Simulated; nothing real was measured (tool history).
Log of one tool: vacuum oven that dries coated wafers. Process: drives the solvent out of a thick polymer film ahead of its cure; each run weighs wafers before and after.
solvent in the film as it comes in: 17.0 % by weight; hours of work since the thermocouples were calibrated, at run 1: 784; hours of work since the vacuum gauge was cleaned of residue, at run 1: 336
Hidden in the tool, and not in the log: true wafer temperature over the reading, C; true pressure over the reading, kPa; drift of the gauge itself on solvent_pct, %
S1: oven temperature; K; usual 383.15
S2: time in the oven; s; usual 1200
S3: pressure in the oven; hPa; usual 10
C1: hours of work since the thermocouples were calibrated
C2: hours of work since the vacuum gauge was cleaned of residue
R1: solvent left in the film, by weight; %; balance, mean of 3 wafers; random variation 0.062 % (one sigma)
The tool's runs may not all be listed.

run,day,S1,S2,S3,C1,C2,R1
1,0,383.15,1200,10,784,336,4.1
2,0.542,383.15,1980,10,794,345,2.19
3,1.2,383.15,1980,10,805,357,2.19
4,2.067,381.15,1980,10,820,372,2.71
5,2.512,381.15,1980,10,828,379,2.69
6,3.288,383.15,1200,10,841,393,4.11
7,3.871,383.15,1200,10,851,403,4.08
8,4.417,383.15,1200,10,861,412,4.05
9,4.85,383.15,1200,10.1,868,420,4.16
10,5.292,387.15,2100,13.4,876,427,1.88
# day 5.425: vacuum gauge cleaned of residue and calibrated
11,5.867,392.15,1440,23.7,885,8,2.65
12,6.454,392.15,1440,25.9,895,18,2.84
13,7.183,397.15,1800,6.1,908,30,0.64
14,7.654,393.15,960,10,916,39,2.56
# day 8.454: vacuum gauge cleaned of residue and calibrated, once more
15,8.533,385.15,1020,8.6,930,1,4.01

Forecast each of these 4 alternatives for the next run:
A,9.288,381.15,1020,8.5,943,14,?
B,9.288,397.15,1260,7.2,943,14,?
C,9.288,385.15,1200,6.7,943,14,?
D,9.288,385.15,840,8.6,943,14,?

run,R1
A,5.24
B,0.85
C,3.09
D,4.94
Without the tool's hidden state the same runs would have given:
run,R1
A,4.86
B,0.75
C,2.79
D,4.58
